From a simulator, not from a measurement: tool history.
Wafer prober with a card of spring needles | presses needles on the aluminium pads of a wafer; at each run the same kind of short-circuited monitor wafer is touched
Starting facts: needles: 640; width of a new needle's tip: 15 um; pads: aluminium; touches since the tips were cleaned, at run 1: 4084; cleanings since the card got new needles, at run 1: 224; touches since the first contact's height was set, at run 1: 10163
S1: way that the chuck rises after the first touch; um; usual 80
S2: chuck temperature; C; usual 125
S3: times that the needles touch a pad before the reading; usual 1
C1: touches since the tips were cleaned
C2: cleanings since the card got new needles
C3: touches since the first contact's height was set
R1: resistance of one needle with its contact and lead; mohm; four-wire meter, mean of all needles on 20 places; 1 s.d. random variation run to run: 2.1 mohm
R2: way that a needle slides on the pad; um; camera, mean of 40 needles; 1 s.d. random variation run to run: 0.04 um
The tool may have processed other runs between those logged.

{"run": 1, "hour": 0.0, "S1": 80, "S2": 125, "S3": 1, "C1": 4084, "C2": 224, "C3": 10163, "R1": 224, "R2": 20.34}
{"hour": 6.2, "done": "tips cleaned on abrasive film"}
{"hour": 18.4, "done": "tips cleaned on abrasive film"}
{"hour": 33.7, "done": "tips cleaned on abrasive film"}
{"hour": 45.9, "done": "tips cleaned on abrasive film"}
{"hour": 61.1, "done": "tips cleaned on abrasive film"}
{"hour": 73.4, "done": "tips cleaned on abrasive film"}
{"run": 2, "hour": 82.3, "S1": 80, "S2": 125, "S3": 1, "C1": 4471, "C2": 230, "C3": 51106, "R1": 225, "R2": 20.29}
{"hour": 88.5, "done": "tips cleaned on abrasive film"}
{"hour": 100.7, "done": "tips cleaned on abrasive film"}
{"hour": 112.9, "done": "tips cleaned on abrasive film"}
{"hour": 125.1, "done": "tips cleaned on abrasive film"}
{"hour": 140.4, "done": "tips cleaned on abrasive film"}
{"hour": 155.7, "done": "tips cleaned on abrasive film"}
{"hour": 170.9, "done": "tips cleaned on abrasive film"}
{"run": 3, "hour": 180.5, "S1": 80, "S2": 125, "S3": 1, "C1": 4817, "C2": 237, "C3": 99995, "R1": 226, "R2": 20.35}
{"hour": 183.7, "done": "tips cleaned on abrasive film"}
{"hour": 198.9, "done": "tips cleaned on abrasive film"}
{"hour": 211.2, "done": "tips cleaned on abrasive film"}
{"hour": 214.5, "done": "height of the first contact set anew"}
{"hour": 223.7, "done": "tips cleaned on abrasive film"}
{"hour": 239.0, "done": "tips cleaned on abrasive film"}
{"hour": 254.2, "done": "tips cleaned on abrasive film"}
{"run": 4, "hour": 254.6, "S1": 80, "S2": 125, "S3": 1, "C1": 205, "C2": 243, "C3": 19961, "R1": 228, "R2": 20.37}
{"hour": 266.9, "done": "tips cleaned on abrasive film"}
{"hour": 279.1, "done": "tips cleaned on abrasive film"}
{"hour": 291.3, "done": "tips cleaned on abrasive film"}
{"hour": 303.5, "done": "tips cleaned on abrasive film"}
{"hour": 315.8, "done": "tips cleaned on abrasive film"}
{"hour": 331.0, "done": "tips cleaned on abrasive film"}
{"run": 5, "hour": 341.1, "S1": 80, "S2": 125, "S3": 1, "C1": 5030, "C2": 249, "C3": 62985, "R1": 223, "R2": 20.37}
{"hour": 344.2, "done": "tips cleaned on abrasive film"}
{"hour": 356.4, "done": "tips cleaned on abrasive film"}
{"hour": 368.7, "done": "tips cleaned on abrasive film"}
{"hour": 383.9, "done": "tips cleaned on abrasive film"}
{"run": 6, "hour": 387.2, "S1": 80, "S2": 125, "S3": 2, "C1": 1645, "C2": 253, "C3": 85904, "R1": 222, "R2": 20.4}
{"hour": 396.4, "done": "tips cleaned on abrasive film"}
{"hour": 411.7, "done": "tips cleaned on abrasive film"}
{"hour": 423.9, "done": "tips cleaned on abrasive film"}
{"hour": 436.1, "done": "tips cleaned on abrasive film"}
{"run": 7, "hour": 446.8, "S1": 80, "S2": 125, "S3": 3, "C1": 5371, "C2": 257, "C3": 115590, "R1": 220, "R2": 20.37}
{"hour": 450.0, "done": "tips cleaned on abrasive film"}
{"hour": 450.3, "done": "height of the first contact set anew"}
{"hour": 462.5, "done": "tips cleaned on abrasive film"}
{"hour": 474.7, "done": "tips cleaned on abrasive film"}
{"hour": 490.0, "done": "tips cleaned on abrasive film"}
{"hour": 502.2, "done": "tips cleaned on abrasive film"}
{"run": 8, "hour": 508.8, "S1": 80, "S2": 125, "S3": 3, "C1": 3306, "C2": 262, "C3": 29142, "R1": 225, "R2": 20.36}
{"hour": 515.0, "done": "tips cleaned on abrasive film"}
{"hour": 527.2, "done": "tips cleaned on abrasive film"}
{"hour": 542.5, "done": "tips cleaned on abrasive film"}
{"hour": 554.7, "done": "tips cleaned on abrasive film"}
{"hour": 569.9, "done": "tips cleaned on abrasive film"}
{"hour": 582.2, "done": "tips cleaned on abrasive film"}
{"hour": 594.4, "done": "tips cleaned on abrasive film"}
{"run": 9, "hour": 594.8, "S1": 80, "S2": 125, "S3": 1, "C1": 203, "C2": 269, "C3": 71894, "R1": 225, "R2": 20.38}
{"hour": 607.0, "done": "tips cleaned on abrasive film"}
{"hour": 619.3, "done": "tips cleaned on abrasive film"}
{"hour": 634.5, "done": "tips cleaned on abrasive film"}
{"hour": 646.5, "done": "card fitted with new needles"}
{"run": 10, "hour": 655.3, "S1": 80, "S2": 125, "S3": 1, "C1": 4407, "C2": 0, "C3": 4407, "R1": 225, "R2": 20.48}
{"hour": 661.5, "done": "tips cleaned on abrasive film"}
{"hour": 673.7, "done": "tips cleaned on abrasive film"}
{"hour": 686.0, "done": "tips cleaned on abrasive film"}
{"hour": 698.2, "done": "tips cleaned on abrasive film"}
{"hour": 711.9, "done": "tips cleaned on abrasive film"}
{"run": 11, "hour": 711.9, "S1": 99, "S2": 125, "S3": 1, "C1": 0, "C2": 5, "C3": 32498, "R1": 218, "R2": 25.15}
{"hour": 724.1, "done": "tips cleaned on abrasive film"}
{"hour": 736.3, "done": "tips cleaned on abrasive film"}
{"hour": 751.6, "done": "tips cleaned on abrasive film"}
{"hour": 763.8, "done": "tips cleaned on abrasive film"}
{"hour": 776.1, "done": "tips cleaned on abrasive film"}
{"hour": 788.3, "done": "tips cleaned on abrasive film"}
{"run": 12, "hour": 793.4, "S1": 99, "S2": 125, "S3": 1, "C1": 2547, "C2": 11, "C3": 73038, "R1": 224, "R2": 25.28}
{"hour": 802.6, "done": "tips cleaned on abrasive film"}
{"hour": 814.8, "done": "tips cleaned on abrasive film"}
{"hour": 827.0, "done": "tips cleaned on abrasive film"}
{"hour": 839.3, "done": "tips cleaned on abrasive film"}
{"hour": 854.5, "done": "tips cleaned on abrasive film"}
{"hour": 866.7, "done": "tips cleaned on abrasive film"}
{"run": 13, "hour": 868.4, "S1": 91, "S2": 49, "S3": 1, "C1": 824, "C2": 17, "C3": 110335, "R1": 204, "R2": 23.21}
{"hour": 880.6, "done": "tips cleaned on abrasive film"}
{"hour": 880.9, "done": "height of the first contact set anew"}
{"hour": 893.1, "done": "tips cleaned on abrasive film"}
{"hour": 905.4, "done": "tips cleaned on abrasive film"}
{"run": 14, "hour": 917.4, "S1": 80, "S2": 56, "S3": 2, "C1": 6019, "C2": 20, "C3": 18177, "R1": 209, "R2": 20.45}
{"hour": 920.5, "done": "tips cleaned on abrasive film"}
{"hour": 935.8, "done": "tips cleaned on abrasive film"}
{"hour": 948.0, "done": "tips cleaned on abrasive film"}
{"hour": 963.3, "done": "tips cleaned on abrasive film"}
{"hour": 975.5, "done": "tips cleaned on abrasive film"}
{"hour": 987.7, "done": "tips cleaned on abrasive film"}
{"run": 15, "hour": 994.7, "S1": 80, "S2": 56, "S3": 2, "C1": 3495, "C2": 26, "C3": 56626, "R1": 208, "R2": 20.47}
{"hour": 1000.9, "done": "tips cleaned on abrasive film"}
{"hour": 1013.1, "done": "tips cleaned on abrasive film"}
{"hour": 1028.4, "done": "tips cleaned on abrasive film"}
{"hour": 1040.6, "done": "tips cleaned on abrasive film"}
{"hour": 1054.8, "done": "tips cleaned on abrasive film"}
{"run": 16, "hour": 1054.8, "S1": 80, "S2": 125, "S3": 3, "C1": 0, "C2": 31, "C3": 86505, "R1": 226, "R2": 20.53}
{"hour": 1067.0, "done": "tips cleaned on abrasive film"}
{"hour": 1079.3, "done": "tips cleaned on abrasive film"}
{"hour": 1091.5, "done": "tips cleaned on abrasive film"}
{"hour": 1106.8, "done": "tips cleaned on abrasive film"}
{"hour": 1116.2, "done": "height of the first contact set anew"}
{"hour": 1122.3, "done": "tips cleaned on abrasive film"}
{"hour": 1137.6, "done": "tips cleaned on abrasive film"}
{"hour": 1149.8, "done": "tips cleaned on abrasive film"}
{"run": 17, "hour": 1153.8, "S1": 67, "S2": 125, "S3": 3, "C1": 1986, "C2": 38, "C3": 18703, "R1": 227, "R2": 17.23}
{"hour": 1163.0, "done": "tips cleaned on abrasive film"}
{"hour": 1175.2, "done": "tips cleaned on abrasive film"}
{"hour": 1190.5, "done": "tips cleaned on abrasive film"}
{"hour": 1202.7, "done": "tips cleaned on abrasive film"}
{"hour": 1214.9, "done": "tips cleaned on abrasive film"}
{"hour": 1230.2, "done": "tips cleaned on abrasive film"}
{"hour": 1242.4, "done": "tips cleaned on abrasive film"}
{"run": 18, "hour": 1250.6, "S1": 67, "S2": 37, "S3": 2, "C1": 4117, "C2": 45, "C3": 66894, "R1": 207, "R2": 17.16}
{"hour": 1256.8, "done": "tips cleaned on abrasive film"}
{"hour": 1269.0, "done": "tips cleaned on abrasive film"}
{"hour": 1281.3, "done": "tips cleaned on abrasive film"}
{"hour": 1293.5, "done": "tips cleaned on abrasive film"}
{"hour": 1305.7, "done": "tips cleaned on abrasive film"}
{"run": 19, "hour": 1317.4, "S1": 67, "S2": 37, "S3": 2, "C1": 5855, "C2": 50, "C3": 100104, "R1": 207, "R2": 17.18}
{"hour": 1320.5, "done": "tips cleaned on abrasive film"}
{"hour": 1332.8, "done": "tips cleaned on abrasive film"}
{"hour": 1345.0, "done": "tips cleaned on abrasive film"}
{"hour": 1351.3, "done": "height of the first contact set anew"}
{"hour": 1360.5, "done": "tips cleaned on abrasive film"}
{"hour": 1372.8, "done": "tips cleaned on abrasive film"}
{"hour": 1386.1, "done": "tips cleaned on abrasive film"}
{"run": 20, "hour": 1386.1, "S1": 93, "S2": 37, "S3": 2, "C1": 0, "C2": 56, "C3": 17276, "R1": 203, "R2": 23.85}
{"hour": 1401.4, "done": "tips cleaned on abrasive film"}
{"hour": 1413.6, "done": "tips cleaned on abrasive film"}
{"hour": 1425.8, "done": "tips cleaned on abrasive film"}
{"hour": 1438.1, "done": "tips cleaned on abrasive film"}
{"hour": 1453.3, "done": "tips cleaned on abrasive film"}
{"hour": 1465.6, "done": "tips cleaned on abrasive film"}
{"hour": 1479.3, "done": "tips cleaned on abrasive film"}
{"run": 21, "hour": 1479.3, "S1": 83, "S2": 125, "S3": 1, "C1": 0, "C2": 63, "C3": 63633, "R1": 226, "R2": 21.3}
{"hour": 1491.5, "done": "tips cleaned on abrasive film"}
{"hour": 1506.8, "done": "tips cleaned on abrasive film"}
{"hour": 1519.0, "done": "tips cleaned on abrasive film"}
{"hour": 1531.3, "done": "tips cleaned on abrasive film"}
{"run": 22, "hour": 1531.3, "S1": 83, "S2": 125, "S3": 1, "C1": 0, "C2": 67, "C3": 89477, "R1": 222, "R2": 21.25}
{"hour": 1546.3, "done": "tips cleaned on abrasive film"}
{"hour": 1561.6, "done": "tips cleaned on abrasive film"}
{"hour": 1573.8, "done": "tips cleaned on abrasive film"}
{"hour": 1586.0, "done": "height of the first contact set anew"}
{"run": 23, "hour": 1586.0, "S1": 61, "S2": 58, "S3": 2, "C1": 5967, "C2": 70, "C3": 0, "R1": 212, "R2": 15.66}
{"hour": 1589.2, "done": "tips cleaned on abrasive film"}
{"hour": 1604.4, "done": "tips cleaned on abrasive film"}
{"hour": 1616.6, "done": "tips cleaned on abrasive film"}
{"hour": 1631.9, "done": "tips cleaned on abrasive film"}
{"hour": 1644.1, "done": "tips cleaned on abrasive film"}
{"hour": 1659.4, "done": "tips cleaned on abrasive film"}
{"run": 24, "hour": 1662.2, "S1": 80, "S2": 25, "S3": 1, "C1": 1383, "C2": 76, "C3": 37855, "R1": 202, "R2": 20.58}

Alternative continuations, all from the tool just after run 24; predict every row:
{"hour": 1674.4, "done": "tips cleaned on abrasive film"}
{"hour": 1686.6, "done": "tips cleaned on abrasive film"}
{"hour": 1701.9, "done": "tips cleaned on abrasive film"}
{"hour": 1717.1, "done": "tips cleaned on abrasive film"}
{"hour": 1729.4, "done": "tips cleaned on abrasive film"}
{"run": "A", "hour": 1730.7, "S1": 80, "S2": 51, "S3": 1, "C1": 688, "C2": 81, "C3": 71976, "R1": "?", "R2": "?"}
{"hour": 1674.4, "done": "tips cleaned on abrasive film"}
{"hour": 1686.6, "done": "tips cleaned on abrasive film"}
{"hour": 1701.9, "done": "tips cleaned on abrasive film"}
{"hour": 1717.1, "done": "tips cleaned on abrasive film"}
{"hour": 1729.4, "done": "tips cleaned on abrasive film"}
{"run": "B", "hour": 1730.7, "S1": 75, "S2": 25, "S3": 1, "C1": 688, "C2": 81, "C3": 71976, "R1": "?", "R2": "?"}
{"hour": 1674.4, "done": "tips cleaned on abrasive film"}
{"hour": 1686.6, "done": "tips cleaned on abrasive film"}
{"hour": 1701.9, "done": "tips cleaned on abrasive film"}
{"hour": 1717.1, "done": "tips cleaned on abrasive film"}
{"hour": 1729.4, "done": "tips cleaned on abrasive film"}
{"run": "C", "hour": 1730.7, "S1": 86, "S2": 86, "S3": 2, "C1": 688, "C2": 81, "C3": 71976, "R1": "?", "R2": "?"}

run=A R1=206 R2=20.54
run=B R1=201 R2=19.29
run=C R1=212 R2=22.08
The same runs, with their run-to-run variation unchanged, on a tool lacking any hidden condition would have given:
run=A R1=206 R2=20.29
run=B R1=201 R2=19.04
run=C R1=212 R2=21.81

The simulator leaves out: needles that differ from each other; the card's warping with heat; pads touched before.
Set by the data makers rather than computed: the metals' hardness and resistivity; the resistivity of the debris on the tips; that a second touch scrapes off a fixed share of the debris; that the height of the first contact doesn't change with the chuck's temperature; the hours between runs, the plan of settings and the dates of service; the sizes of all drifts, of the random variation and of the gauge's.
